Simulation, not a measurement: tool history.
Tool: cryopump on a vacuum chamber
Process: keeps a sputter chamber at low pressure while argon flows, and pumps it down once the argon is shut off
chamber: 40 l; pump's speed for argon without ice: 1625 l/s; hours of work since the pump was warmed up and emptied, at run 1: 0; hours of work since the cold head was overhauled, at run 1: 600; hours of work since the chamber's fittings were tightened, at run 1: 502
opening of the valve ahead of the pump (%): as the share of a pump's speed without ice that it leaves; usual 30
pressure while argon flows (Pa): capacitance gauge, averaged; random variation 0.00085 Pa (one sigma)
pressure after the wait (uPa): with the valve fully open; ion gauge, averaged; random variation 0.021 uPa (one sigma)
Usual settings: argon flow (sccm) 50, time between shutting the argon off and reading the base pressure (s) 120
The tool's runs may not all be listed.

run,hour,argon flow (sccm),time between shutting the argon off and reading the base pressure (s),opening of the valve ahead of the pump (%),hours of work since the pump was warmed up and emptied,hours of work since the cold head was overhauled,hours of work since the chamber's fittings were tightened,pressure while argon flows (Pa),pressure after the wait (uPa)
1,0.0,50,120,30,0,600,502,0.1739,0.55
2,74.4,50,120,30,57,657,559,0.1753,0.61
3,141.0,50,120,30,108,708,609,0.1759,0.61
4,191.7,50,120,43,147,747,648,0.1235,0.69
5,269.1,50,120,43,206,806,707,0.1246,0.69
6,332.4,50,120,43,254,854,756,0.1268,0.68
7,410.8,50,120,43,314,914,816,0.1261,0.73
8,463.4,50,120,43,354,955,856,0.1281,0.74
9,543.5,50,120,43,416,1016,917,0.1290,0.79
10,603.7,50,120,43,462,1062,963,0.1300,0.78
11,688.5,50,120,43,526,1127,1028,0.1315,0.83
# hour 772.7: pump warmed up, emptied and cooled again
12,789.0,97,96,40,12,1200,1101,0.2554,0.85
13,895.0,97,96,40,94,1281,1182,0.2572,0.89
# hour 951.2: leaking fittings of the chamber tightened, without venting
14,982.0,97,96,40,158,1346,24,0.2605,0.43
15,1047.3,42,30,30,208,1395,73,0.1492,1.00
16,1091.7,42,30,30,242,1429,107,0.1510,1.01
17,1140.1,22,21,19,279,1466,144,0.1236,1.38
18,1209.4,22,30,39,332,1519,197,0.0608,1.05
19,1296.4,22,30,39,399,1586,264,0.0622,1.14
20,1340.5,78,36,39,433,1620,298,0.2227,0.96

How the hidden state differs across the entries between the runs, from the last listed run before each to the first after it:
Between runs 11 and 12: pump warmed up, emptied and cooled again (hour 772.7)
  pump's speed, % of a pump's without ice: 85.6 -> 99.4; cold plate's temperature, K: 12.89 -> 12.94; leak into the chamber, uPa l/s: 906 -> 944
  measured less the result without the state, pressure while argon flows (Pa): +0.0098 -> +0.0025; pressure after the wait (uPa): +0.47 -> +0.42
Between runs 13 and 14: leaking fittings of the chamber tightened, without venting (hour 951.2)
  pump's speed, % of a pump's without ice: 97.2 -> 95.4; cold plate's temperature, K: 13 -> 13.06; leak into the chamber, uPa l/s: 990 -> 314
  measured less the result without the state, pressure while argon flows (Pa): +0.0050 -> +0.0072; pressure after the wait (uPa): +0.46 -> +0.02
